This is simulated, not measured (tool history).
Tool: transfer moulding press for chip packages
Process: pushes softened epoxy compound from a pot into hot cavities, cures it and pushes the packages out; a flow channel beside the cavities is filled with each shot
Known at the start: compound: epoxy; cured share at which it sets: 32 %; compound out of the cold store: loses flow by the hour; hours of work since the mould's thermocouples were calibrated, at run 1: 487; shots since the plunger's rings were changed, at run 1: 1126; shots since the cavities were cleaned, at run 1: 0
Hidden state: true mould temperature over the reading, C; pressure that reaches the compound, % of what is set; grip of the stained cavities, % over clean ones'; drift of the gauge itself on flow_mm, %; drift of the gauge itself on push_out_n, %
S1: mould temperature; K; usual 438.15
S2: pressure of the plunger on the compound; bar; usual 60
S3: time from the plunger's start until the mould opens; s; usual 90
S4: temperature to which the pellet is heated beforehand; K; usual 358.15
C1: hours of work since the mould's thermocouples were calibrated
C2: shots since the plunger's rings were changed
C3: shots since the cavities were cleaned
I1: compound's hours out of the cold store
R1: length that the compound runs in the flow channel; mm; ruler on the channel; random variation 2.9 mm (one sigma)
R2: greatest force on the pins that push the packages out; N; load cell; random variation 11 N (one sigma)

{"run": 1, "hour": 0.0, "S1": 438.15, "S2": 60, "S3": 90, "S4": 358.15, "C1": 487, "C2": 1126, "C3": 0, "I1": 37.5, "R1": 589, "R2": 506}
{"run": 2, "hour": 43.6, "S1": 438.15, "S2": 60, "S3": 90, "S4": 365.15, "C1": 509, "C2": 1526, "C3": 400, "I1": 47.8, "R1": 562, "R2": 506}
{"hour": 47.7, "done": "cavities cleaned with cleaning compound and waxed"}
{"run": 3, "hour": 72.8, "S1": 438.15, "S2": 60, "S3": 90, "S4": 365.15, "C1": 523, "C2": 1781, "C3": 231, "I1": 35.8, "R1": 592, "R2": 498}
{"hour": 96.1, "done": "cavities cleaned with cleaning compound and waxed"}
{"run": 4, "hour": 119.7, "S1": 438.15, "S2": 60, "S3": 90, "S4": 358.15, "C1": 546, "C2": 2198, "C3": 217, "I1": 25, "R1": 618, "R2": 520}
{"hour": 144.8, "done": "cavities cleaned with cleaning compound and waxed"}
{"run": 5, "hour": 167.4, "S1": 438.15, "S2": 60, "S3": 90, "S4": 358.15, "C1": 570, "C2": 2622, "C3": 208, "I1": 36.8, "R1": 586, "R2": 498}
{"hour": 175.2, "done": "plunger's sealing rings changed"}
{"hour": 198.4, "done": "cavities cleaned with cleaning compound and waxed"}
{"run": 6, "hour": 204.3, "S1": 438.15, "S2": 60, "S3": 90, "S4": 358.15, "C1": 586, "C2": 252, "C3": 54, "I1": 10.8, "R1": 659, "R2": 510}
{"run": 7, "hour": 230.5, "S1": 438.15, "S2": 60, "S3": 90, "S4": 358.15, "C1": 600, "C2": 493, "C3": 295, "I1": 18.6, "R1": 641, "R2": 510}
{"hour": 249.6, "done": "cavities cleaned with cleaning compound and waxed"}
{"run": 8, "hour": 284.1, "S1": 438.15, "S2": 60, "S3": 90, "S4": 361.15, "C1": 626, "C2": 971, "C3": 316, "I1": 30.5, "R1": 606, "R2": 512}
{"hour": 298.3, "done": "cavities cleaned with cleaning compound and waxed"}
{"run": 9, "hour": 338.1, "S1": 445.15, "S2": 60, "S3": 90, "S4": 358.15, "C1": 653, "C2": 1454, "C3": 366, "I1": 33.4, "R1": 584, "R2": 456}
{"hour": 348.1, "done": "cavities cleaned with cleaning compound and waxed"}
{"hour": 396.1, "done": "cavities cleaned with cleaning compound and waxed"}
{"run": 10, "hour": 400.5, "S1": 445.15, "S2": 60, "S3": 90, "S4": 358.15, "C1": 683, "C2": 1998, "C3": 39, "I1": 32.6, "R1": 586, "R2": 452}
{"hour": 445.2, "done": "cavities cleaned with cleaning compound and waxed"}
{"run": 11, "hour": 457.8, "S1": 438.15, "S2": 60, "S3": 90, "S4": 353.15, "C1": 711, "C2": 2511, "C3": 116, "I1": 10, "R1": 659, "R2": 518}
{"hour": 475.1, "done": "plunger's sealing rings changed"}
{"hour": 495.7, "done": "cavities cleaned with cleaning compound and waxed"}
{"run": 12, "hour": 506.0, "S1": 438.15, "S2": 60, "S3": 90, "S4": 353.15, "C1": 733, "C2": 269, "C3": 94, "I1": 39.9, "R1": 577, "R2": 513}
{"hour": 519.3, "done": "mould's thermocouples calibrated"}
{"hour": 545.7, "done": "cavities cleaned with cleaning compound and waxed"}
{"run": 13, "hour": 556.1, "S1": 438.15, "S2": 60, "S3": 90, "S4": 353.15, "C1": 18, "C2": 697, "C3": 96, "I1": 41.3, "R1": 578, "R2": 498}
{"hour": 595.7, "done": "cavities cleaned with cleaning compound and waxed"}
{"run": 14, "hour": 600.3, "S1": 438.15, "S2": 60, "S3": 90, "S4": 353.15, "C1": 40, "C2": 1089, "C3": 42, "I1": 47.8, "R1": 562, "R2": 508}
{"hour": 644.1, "done": "cavities cleaned with cleaning compound and waxed"}
{"run": 15, "hour": 649.3, "S1": 438.15, "S2": 60, "S3": 107, "S4": 360.15, "C1": 64, "C2": 1525, "C3": 48, "I1": 24.4, "R1": 616, "R2": 475}
{"hour": 692.5, "done": "cavities cleaned with cleaning compound and waxed"}
{"run": 16, "hour": 699.8, "S1": 444.15, "S2": 58.3, "S3": 106, "S4": 349.15, "C1": 88, "C2": 1974, "C3": 66, "I1": 43.3, "R1": 552, "R2": 436}
{"run": 17, "hour": 730.8, "S1": 444.15, "S2": 58.3, "S3": 83, "S4": 359.15, "C1": 104, "C2": 2259, "C3": 351, "I1": 29.1, "R1": 588, "R2": 486}
{"hour": 740.1, "done": "cavities cleaned with cleaning compound and waxed"}
{"run": 18, "hour": 758.2, "S1": 438.15, "S2": 52.3, "S3": 90, "S4": 358.15, "C1": 117, "C2": 2498, "C3": 167, "I1": 27.6, "R1": 570, "R2": 520}
{"hour": 778.8, "done": "plunger's sealing rings changed"}
{"hour": 790.3, "done": "cavities cleaned with cleaning compound and waxed"}
{"run": 19, "hour": 804.1, "S1": 440.15, "S2": 69.7, "S3": 118, "S4": 358.15, "C1": 138, "C2": 219, "C3": 127, "I1": 24.8, "R1": 659, "R2": 444}
{"hour": 838.3, "done": "cavities cleaned with cleaning compound and waxed"}
{"run": 20, "hour": 858.8, "S1": 438.15, "S2": 60, "S3": 118, "S4": 358.15, "C1": 165, "C2": 707, "C3": 188, "I1": 38.6, "R1": 580, "R2": 434}
{"hour": 888.8, "done": "cavities cleaned with cleaning compound and waxed"}
{"run": 21, "hour": 900.6, "S1": 438.15, "S2": 60, "S3": 118, "S4": 358.15, "C1": 186, "C2": 1077, "C3": 108, "I1": 10, "R1": 655, "R2": 470}
{"run": 22, "hour": 934.4, "S1": 438.15, "S2": 65.5, "S3": 90, "S4": 358.15, "C1": 203, "C2": 1387, "C3": 418, "I1": 25.3, "R1": 645, "R2": 520}
{"hour": 940.4, "done": "cavities cleaned with cleaning compound and waxed"}
{"run": 23, "hour": 966.7, "S1": 438.15, "S2": 60, "S3": 71, "S4": 361.15, "C1": 218, "C2": 1670, "C3": 241, "I1": 32, "R1": 593, "R2": 724}
{"hour": 991.4, "done": "cavities cleaned with cleaning compound and waxed"}
{"run": 24, "hour": 1026.3, "S1": 440.15, "S2": 71.8, "S3": 90, "S4": 351.15, "C1": 248, "C2": 2204, "C3": 321, "I1": 39.7, "R1": 633, "R2": 474}
{"hour": 1042.2, "done": "cavities cleaned with cleaning compound and waxed"}
{"hour": 1078.4, "done": "plunger's sealing rings changed"}
{"run": 25, "hour": 1086.4, "S1": 432.15, "S2": 53.9, "S3": 87, "S4": 352.15, "C1": 276, "C2": 73, "C3": 383, "I1": 17.3, "R1": 625, "R2": 773}
{"hour": 1095.7, "done": "cavities cleaned with cleaning compound and waxed"}
{"hour": 1145.4, "done": "cavities cleaned with cleaning compound and waxed"}
{"run": 26, "hour": 1148.1, "S1": 438.15, "S2": 45.8, "S3": 128, "S4": 364.15, "C1": 306, "C2": 612, "C3": 25, "I1": 23.5, "R1": 540, "R2": 457}

3 ways to go on from here, each from the tool as it stands after run 26. What would each give?
{"hour": 1193.1, "done": "cavities cleaned with cleaning compound and waxed"}
{"run": "A", "hour": 1199.4, "S1": 438.15, "S2": 60, "S3": 90, "S4": 356.15, "C1": 331, "C2": 1069, "C3": 57, "I1": 14.3, "R1": "?", "R2": "?"}
{"hour": 1193.1, "done": "cavities cleaned with cleaning compound and waxed"}
{"run": "B", "hour": 1199.4, "S1": 441.15, "S2": 45.8, "S3": 128, "S4": 350.15, "C1": 331, "C2": 1069, "C3": 57, "I1": 16.4, "R1": "?", "R2": "?"}
{"hour": 1193.1, "done": "cavities cleaned with cleaning compound and waxed"}
{"run": "C", "hour": 1199.4, "S1": 438.15, "S2": 74.8, "S3": 70, "S4": 358.15, "C1": 331, "C2": 1069, "C3": 57, "I1": 9.2, "R1": "?", "R2": "?"}

run=A R1=651 R2=512
run=B R1=557 R2=440
run=C R1=738 R2=794
Without the tool's hidden state the same runs would have given:
run=A R1=651 R2=512
run=B R1=558 R2=439
run=C R1=739 R2=793
